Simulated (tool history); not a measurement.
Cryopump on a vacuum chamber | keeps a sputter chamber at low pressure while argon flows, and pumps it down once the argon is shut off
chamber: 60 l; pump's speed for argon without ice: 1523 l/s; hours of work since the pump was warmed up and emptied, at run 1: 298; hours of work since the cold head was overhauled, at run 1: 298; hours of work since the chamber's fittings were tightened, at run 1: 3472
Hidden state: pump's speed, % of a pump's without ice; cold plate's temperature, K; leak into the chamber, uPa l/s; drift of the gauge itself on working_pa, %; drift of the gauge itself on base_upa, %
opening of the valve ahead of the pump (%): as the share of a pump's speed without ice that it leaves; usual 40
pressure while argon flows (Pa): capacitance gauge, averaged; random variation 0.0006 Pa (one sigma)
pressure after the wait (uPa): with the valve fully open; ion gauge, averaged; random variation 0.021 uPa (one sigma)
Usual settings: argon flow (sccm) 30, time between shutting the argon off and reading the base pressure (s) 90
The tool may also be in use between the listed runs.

| run | hour | argon flow (sccm) | time between shutting the argon off and reading the base pressure (s) | opening of the valve ahead of the pump (%) | hours of work since the pump was warmed up and emptied | hours of work since the cold head was overhauled | hours of work since the chamber's fittings were tightened | pressure while argon flows (Pa) | pressure after the wait (uPa) |
|---|---|---|---|---|---|---|---|---|---|
| 1 | 0 | 30 | 90 | 40 | 298 | 298 | 3472 | 0.0857 | 0.97 |
| 2 | 13.1 | 30 | 90 | 40 | 304 | 304 | 3478 | 0.0856 | 0.96 |
| 3 | 20.4 | 30 | 90 | 40 | 307 | 307 | 3481 | 0.0857 | 0.96 |
| 4 | 32 | 30 | 90 | 40 | 312 | 312 | 3486 | 0.0854 | 0.97 |
| 5 | 42.4 | 30 | 90 | 40 | 317 | 317 | 3491 | 0.0851 | 0.97 |
| 6 | 52.3 | 30 | 90 | 40 | 322 | 322 | 3496 | 0.0838 | 1.01 |
| 7 | 67.3 | 30 | 90 | 40 | 329 | 329 | 3502 | 0.0847 | 0.95 |
| 8 | 76.4 | 30 | 90 | 40 | 333 | 333 | 3507 | 0.0851 | 0.94 |
|  | 79.6 | leaking fittings of the chamber tightened, without venting |
| 9 | 91.4 | 30 | 90 | 40 | 339 | 339 | 5 | 0.0868 | 0.55 |
| 10 | 107.6 | 30 | 90 | 40 | 346 | 346 | 13 | 0.0863 | 0.6 |
| 11 | 124.1 | 30 | 90 | 40 | 354 | 354 | 20 | 0.0859 | 0.62 |
| 12 | 136.3 | 30 | 90 | 40 | 359 | 359 | 26 | 0.0861 | 0.58 |
| 13 | 153.2 | 30 | 90 | 40 | 367 | 367 | 34 | 0.0856 | 0.58 |
| 14 | 162.4 | 30 | 90 | 40 | 371 | 371 | 38 | 0.0863 | 0.57 |
| 15 | 172.2 | 30 | 90 | 40 | 376 | 376 | 42 | 0.0867 | 0.59 |
| 16 | 189.4 | 30 | 90 | 40 | 383 | 383 | 50 | 0.0855 | 0.57 |
| 17 | 200 | 30 | 71 | 40 | 388 | 388 | 55 | 0.0864 | 0.68 |
| 18 | 211.8 | 50 | 71 | 50 | 394 | 394 | 60 | 0.1158 | 0.7 |
| 19 | 228.4 | 50 | 71 | 50 | 401 | 401 | 68 | 0.1161 | 0.65 |
| 20 | 237.5 | 36 | 90 | 40 | 405 | 405 | 72 | 0.1038 | 0.59 |
| 21 | 249.4 | 14 | 90 | 53 | 411 | 411 | 78 | 0.0305 | 0.56 |
| 22 | 260.5 | 22 | 90 | 22 | 416 | 416 | 83 | 0.1118 | 0.56 |

The next listed run, before its measurement:
| 23 | 268 | 30 | 275 | 31 | 419 | 419 | 86 | ? | ? |

pressure while argon flows (Pa): 0.1109
pressure after the wait (uPa): 0.39
Without the tool's hidden state the same run would have given pressure while argon flows (Pa) 0.108, pressure after the wait (uPa) 0.34.
